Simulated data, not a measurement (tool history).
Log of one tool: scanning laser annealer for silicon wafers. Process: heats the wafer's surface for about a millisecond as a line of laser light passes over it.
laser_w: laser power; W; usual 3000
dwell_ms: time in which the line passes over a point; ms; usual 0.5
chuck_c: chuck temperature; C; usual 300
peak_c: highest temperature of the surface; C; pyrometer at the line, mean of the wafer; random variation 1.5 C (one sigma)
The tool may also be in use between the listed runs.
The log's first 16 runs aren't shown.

run	hour	laser_w	dwell_ms	chuck_c	peak_c
17	139.9	3000	0.5	312	1090
18	147.2	3000	0.5	275	1055
19	157	3000	0.413	275	970
20	168.4	3000	0.413	275	973
21	176.8	3000	0.413	275	970
22	187.3	2735	0.5	267	980
23	192.9	3111	0.572	300	1175
24	203.4	3092	0.499	265	1066
25	209.3	3092	0.499	265	1065
26	220.4	3172	0.5	270	1092
27	230.6	3172	0.401	263	985
28	236.8	2580	0.485	261	923
29	246.3	3264	0.388	298	1024
30	255.2	3200	0.524	298	1152
31	260.6	3181	0.42	287	1031

The next listed run, before its measurement:
32	268.6	2675	0.429	262	?

{"run 32": {"peak_c": 900}}
Without the tool's hidden state the same run would have given peak_c 901 C.
